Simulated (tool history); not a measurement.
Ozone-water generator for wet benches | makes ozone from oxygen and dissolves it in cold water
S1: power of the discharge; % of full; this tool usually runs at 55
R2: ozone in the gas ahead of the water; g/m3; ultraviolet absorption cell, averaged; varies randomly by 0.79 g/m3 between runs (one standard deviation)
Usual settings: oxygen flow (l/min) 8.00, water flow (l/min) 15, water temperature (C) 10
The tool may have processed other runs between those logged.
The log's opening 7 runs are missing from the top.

Run 8, hour 668.8: usual settings but water flow (l/min) 12. Result: dissolved ozone (ppm) 17.5, R2 108.5 g/m3.
Run 9, hour 800.2: usual settings. Result: dissolved ozone (ppm) 14.6, R2 110.2 g/m3.
Run 10, hour 925.8: usual settings. Result: dissolved ozone (ppm) 14.5, R2 108.4 g/m3.
Run 11, hour 1002.2: usual settings. Result: dissolved ozone (ppm) 14.3, R2 108.0 g/m3.
Run 12, hour 1062.6: usual settings but water temperature (C) 12. Result: dissolved ozone (ppm) 13.8, R2 108.8 g/m3.
Run 13, hour 1159.0: usual settings but water temperature (C) 12. Result: dissolved ozone (ppm) 13.8, R2 108.0 g/m3.
Run 14, hour 1289.1: usual settings. Result: dissolved ozone (ppm) 14.2, R2 107.6 g/m3.
Run 15, hour 1425.9: usual settings but oxygen flow (l/min) 4.09. Result: dissolved ozone (ppm) 13.9, R2 151.1 g/m3.
Run 16, hour 1542.9: usual settings but water temperature (C) 9. Result: dissolved ozone (ppm) 14.3, R2 108.1 g/m3.
Run 17, hour 1650.1: usual settings but S1 65 % of full, water flow (l/min) 13. Result: dissolved ozone (ppm) 17.1, R2 117.2 g/m3.
At hour 1660.0: water thermometer calibrated.
Run 18, hour 1722.4: usual settings but S1 51 % of full, oxygen flow (l/min) 6.29, water flow (l/min) 13, water temperature (C) 9. Result: dissolved ozone (ppm) 15.7, R2 114.8 g/m3.
Run 19, hour 1822.7: usual settings but S1 51 % of full, oxygen flow (l/min) 6.29, water flow (l/min) 23, water temperature (C) 9. Result: dissolved ozone (ppm) 9.0, R2 115.4 g/m3.
Run 20, hour 1878.9: usual settings but S1 51 % of full, oxygen flow (l/min) 6.29, water flow (l/min) 23, water temperature (C) 9. Result: dissolved ozone (ppm) 8.9, R2 114.1 g/m3.
Run 21, hour 1977.7: usual settings but S1 89 % of full. Result: dissolved ozone (ppm) 18.1, R2 138.7 g/m3.
At hour 2048.8: water thermometer calibrated, once more.
Run 22, hour 2111.3: usual settings but S1 89 % of full, oxygen flow (l/min) 10.93, water flow (l/min) 23. Result: dissolved ozone (ppm) 12.6, R2 117.8 g/m3.
Run 23, hour 2216.1: usual settings but S1 89 % of full, oxygen flow (l/min) 10.93, water flow (l/min) 22. Result: dissolved ozone (ppm) 12.9, R2 118.9 g/m3.
Run 24, hour 2311.8: usual settings but S1 44 % of full. Result: dissolved ozone (ppm) 12.0, R2 92.3 g/m3.
Run 25, hour 2388.9: usual settings but S1 44 % of full. Result: dissolved ozone (ppm) 12.2, R2 92.9 g/m3.
Run 26, hour 2479.2: usual settings but oxygen flow (l/min) 4.92, water flow (l/min) 10. Result: dissolved ozone (ppm) 19.1, R2 134.4 g/m3.
Run 27, hour 2589.9: usual settings but oxygen flow (l/min) 4.92, water flow (l/min) 10. Result: dissolved ozone (ppm) 19.5, R2 133.4 g/m3.
Run 28, hour 2688.3: usual settings but S1 93 % of full, oxygen flow (l/min) 5.37, water flow (l/min) 11, water temperature (C) 7. Result: dissolved ozone (ppm) 25.3, R2 170.4 g/m3.
Run 29, hour 2787.2: usual settings but oxygen flow (l/min) 11.53, water flow (l/min) 18. Result: dissolved ozone (ppm) 11.1, R2 86.6 g/m3.
Run 30, hour 2878.3: usual settings but S1 97 % of full, oxygen flow (l/min) 10.10, water temperature (C) 16. Result: dissolved ozone (ppm) 16.0, R2 127.3 g/m3.
Run 31, hour 3009.1: usual settings but S1 97 % of full, oxygen flow (l/min) 10.10, water temperature (C) 16. Result: dissolved ozone (ppm) 15.7, R2 128.3 g/m3.
Run 32, hour 3131.4: usual settings but S1 92 % of full. Result: dissolved ozone (ppm) 17.7, R2 138.1 g/m3.

Branching from run 32: 5 alternative next runs. What would each branch give?
Run A, hour 3186.8: usual settings but S1 82 % of full, oxygen flow (l/min) 12.23, water temperature (C) 6. Result: dissolved ozone (ppm) ?, R2 ?.
Run B, hour 3186.8: usual settings but oxygen flow (l/min) 4.93, water flow (l/min) 18. Result: dissolved ozone (ppm) ?, R2 ?.
Run C, hour 3186.8: usual settings but S1 92 % of full, oxygen flow (l/min) 5.22, water temperature (C) 16. Result: dissolved ozone (ppm) ?, R2 ?.
Run D, hour 3186.8: usual settings but S1 92 % of full, oxygen flow (l/min) 5.03, water flow (l/min) 11, water temperature (C) 6. Result: dissolved ozone (ppm) ?, R2 ?.
Run E, hour 3186.8: usual settings but S1 99 % of full. Result: dissolved ozone (ppm) ?, R2 ?.

run  dissolved ozone (ppm)     R2
  A                   17.1  105.1
  B                   11.1  131.4
  C                   16.2  169.2
  D                   24.6  172.6
  E                   18.4  143.3
With no hidden state in the tool, these same runs would have given:
run  dissolved ozone (ppm)     R2
  A                   22.2  128.8
  B                   13.9  154.0
  C                   21.3  210.0
  D                   32.2  214.3
  E                   24.4  179.3
